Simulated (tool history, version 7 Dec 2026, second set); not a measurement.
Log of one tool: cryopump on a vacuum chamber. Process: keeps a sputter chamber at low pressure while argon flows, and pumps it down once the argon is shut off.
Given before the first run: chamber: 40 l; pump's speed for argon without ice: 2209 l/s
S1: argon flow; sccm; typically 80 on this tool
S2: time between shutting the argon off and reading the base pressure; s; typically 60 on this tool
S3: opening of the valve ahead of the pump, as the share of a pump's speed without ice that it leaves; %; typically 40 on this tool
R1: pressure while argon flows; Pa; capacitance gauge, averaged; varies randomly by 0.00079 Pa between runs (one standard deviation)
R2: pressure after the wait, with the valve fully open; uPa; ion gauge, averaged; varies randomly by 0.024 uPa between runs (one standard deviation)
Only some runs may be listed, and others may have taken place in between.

run     day   S1   S2  S3      R1    R2
  1       0   80   60  40  0.1554  1.15
  2   1.492   80   60  40  0.1564  1.18
  3   2.288   80   60  40  0.1565  1.19
  4   3.117   80   60  40   0.156  1.23
  5   4.546   80   60  40  0.1584  1.28
  6   5.712   80   60  40  0.1561  1.31
  7   6.392   80   60  40  0.1567  1.29
  8   7.629   80   60  34   0.184  1.29
  9   8.704   80   60  34  0.1854  1.28
 10  10.171   80   60  34  0.1849  1.39
 11  10.938  143  262  40  0.2828  0.77
 12  12.158   77   22  40  0.1523  2.59
 13  13.138   93   22  49  0.1514  2.65
 14  14.583   53   90  40  0.1061  1.18
 15  15.612   80  230  24  0.2617   0.9
 16  16.967   40  156  23  0.1378  0.93
 17  18.208   80   60  33  0.1917   1.4
 18  19.225  117   60  33  0.2828  1.43
 19  20.104   70   90  19  0.2898  1.18

Forecast each of these 5 alternatives for the next run:
  A  21.45  157  126  36   ?   ?
  B  21.45   80   24  39   ?   ?
  C  21.45  136   29  19   ?   ?
  D  21.45  154  129  40   ?   ?
  E  21.45   82   90  38   ?   ?

run      R1    R2
  A  0.3499   1.1
  B  0.1651   2.5
  C    0.56  2.29
  D  0.3134  1.06
  E  0.1736   1.2
Take away the tool's hidden state, keep each run's random variation, and the runs would have read:
run      R1    R2
  A  0.3336   0.5
  B  0.1567  1.91
  C  0.5459  1.68
  D  0.2972  0.46
  E   0.165   0.6

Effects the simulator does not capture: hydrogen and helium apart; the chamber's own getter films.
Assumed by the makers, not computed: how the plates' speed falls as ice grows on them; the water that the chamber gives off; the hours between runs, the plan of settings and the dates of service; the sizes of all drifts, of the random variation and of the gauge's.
